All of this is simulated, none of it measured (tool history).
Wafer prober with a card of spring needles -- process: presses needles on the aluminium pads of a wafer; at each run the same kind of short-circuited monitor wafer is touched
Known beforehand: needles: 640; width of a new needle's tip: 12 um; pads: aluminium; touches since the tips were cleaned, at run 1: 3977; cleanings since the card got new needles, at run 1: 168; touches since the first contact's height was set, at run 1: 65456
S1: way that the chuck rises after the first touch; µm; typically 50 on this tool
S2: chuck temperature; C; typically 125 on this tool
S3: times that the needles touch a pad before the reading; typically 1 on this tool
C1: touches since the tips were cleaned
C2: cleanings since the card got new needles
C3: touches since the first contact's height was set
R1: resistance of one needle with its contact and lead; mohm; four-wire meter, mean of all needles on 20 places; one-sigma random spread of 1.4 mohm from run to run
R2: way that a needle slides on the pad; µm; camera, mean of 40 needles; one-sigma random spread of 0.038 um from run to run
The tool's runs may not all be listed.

run   hour  S1   S2  S3    C1   C2      C3   R1     R2
  1      0  50  125   1  3977  168   65456  157  12.29
       4.6  -- tips cleaned on abrasive film
        16  -- tips cleaned on abrasive film
      27.4  -- tips cleaned on abrasive film
      36.6  -- tips cleaned on abrasive film
        48  -- tips cleaned on abrasive film
      57.1  -- tips cleaned on abrasive film
      68.5  -- tips cleaned on abrasive film
      79.9  -- tips cleaned on abrasive film
  2   85.6  50  125   1  3987  176  124616  158  12.12
      90.2  -- tips cleaned on abrasive film
      92.8  -- height of the first contact set anew
     101.9  -- tips cleaned on abrasive film
     111.1  -- tips cleaned on abrasive film
     122.5  -- tips cleaned on abrasive film
     131.6  -- tips cleaned on abrasive film
       143  -- tips cleaned on abrasive film
     152.2  -- tips cleaned on abrasive film
  3  158.7  50   48   1  4564  183   45550  153  11.93
     163.3  -- tips cleaned on abrasive film
     174.7  -- tips cleaned on abrasive film
     183.9  -- tips cleaned on abrasive film
     195.3  -- tips cleaned on abrasive film
     206.7  -- tips cleaned on abrasive film
     215.8  -- tips cleaned on abrasive film
  4  218.6  50   48   1  1946  189   86905  145  11.74
     225.5  -- tips cleaned on abrasive film
     236.9  -- tips cleaned on abrasive film
     248.3  -- tips cleaned on abrasive film
     257.4  -- tips cleaned on abrasive film
     268.8  -- tips cleaned on abrasive film
     280.2  -- tips cleaned on abrasive film
     280.5  -- height of the first contact set anew
  5  284.4  50   53   1  2677  195    2677  147  12.45
     291.2  -- tips cleaned on abrasive film
     300.4  -- tips cleaned on abrasive film
     311.8  -- tips cleaned on abrasive film
     323.2  -- tips cleaned on abrasive film
  6  323.8  50   77   1   465  199   29940  134  12.37
       333  -- tips cleaned on abrasive film
     342.1  -- tips cleaned on abrasive film
     353.5  -- tips cleaned on abrasive film
     362.7  -- tips cleaned on abrasive film
     374.1  -- tips cleaned on abrasive film
  7  374.1  50   77   1    22  204   64644  129  12.19
     383.2  -- tips cleaned on abrasive film
     394.7  -- tips cleaned on abrasive film
     403.8  -- tips cleaned on abrasive film
     415.2  -- tips cleaned on abrasive film
     426.6  -- tips cleaned on abrasive film
       438  -- tips cleaned on abrasive film
     449.4  -- tips cleaned on abrasive film
     458.5  -- tips cleaned on abrasive film
  8  465.5  50   77   1  4886  212  127861  156  12.05
     467.9  -- tips cleaned on abrasive film
     468.2  -- height of the first contact set anew
     479.6  -- tips cleaned on abrasive film
     488.8  -- tips cleaned on abrasive film
     500.2  -- tips cleaned on abrasive film
     511.6  -- tips cleaned on abrasive film
       523  -- tips cleaned on abrasive film
  9  527.5  50   77   1  3168  218   41000  153   12.4
     532.2  -- tips cleaned on abrasive film
     543.6  -- tips cleaned on abrasive film
       555  -- tips cleaned on abrasive film
     566.4  -- tips cleaned on abrasive film
     577.8  -- tips cleaned on abrasive film
     589.2  -- tips cleaned on abrasive film
 10  596.5  50   77   1  5053  224   88690  154  12.21
     598.8  -- tips cleaned on abrasive film
       608  -- tips cleaned on abrasive film
     610.5  -- height of the first contact set anew, once more
     619.7  -- tips cleaned on abrasive film
     628.8  -- tips cleaned on abrasive film
 11  636.8  50   77   1  5597  228   18208  158  12.31
     639.2  -- tips cleaned on abrasive film
     648.3  -- tips cleaned on abrasive film
     659.7  -- tips cleaned on abrasive film
     671.1  -- tips cleaned on abrasive film
     682.5  -- tips cleaned on abrasive film
     693.9  -- tips cleaned on abrasive film
     705.3  -- tips cleaned on abrasive film
     716.7  -- tips cleaned on abrasive film
     725.9  -- tips cleaned on abrasive film
 12    728  50  125   1  1494  237   81179  150  12.22
     737.2  -- tips cleaned on abrasive film
     748.6  -- tips cleaned on abrasive film
     757.7  -- tips cleaned on abrasive film
     769.1  -- tips cleaned on abrasive film
     778.2  -- tips cleaned on abrasive film
     789.6  -- tips cleaned on abrasive film
 13  795.6  50  125   1  4194  243  127934  161  12.09

What will run 14 give?
     798.2  -- height of the first contact set anew
     800.6  -- tips cleaned on abrasive film
       812  -- tips cleaned on abrasive film
     823.4  -- tips cleaned on abrasive film
     832.5  -- tips cleaned on abrasive film
     842.4  -- tips cleaned on abrasive film
 14  842.4  69  125   3   0  248  30470   ?   ?

Run 14 produced R1 129 mohm, R2 17.05 µm.
If the tool had no hidden condition, the same run with the same run-to-run variation would have returned R1 128 mohm, R2 17.13 µm.
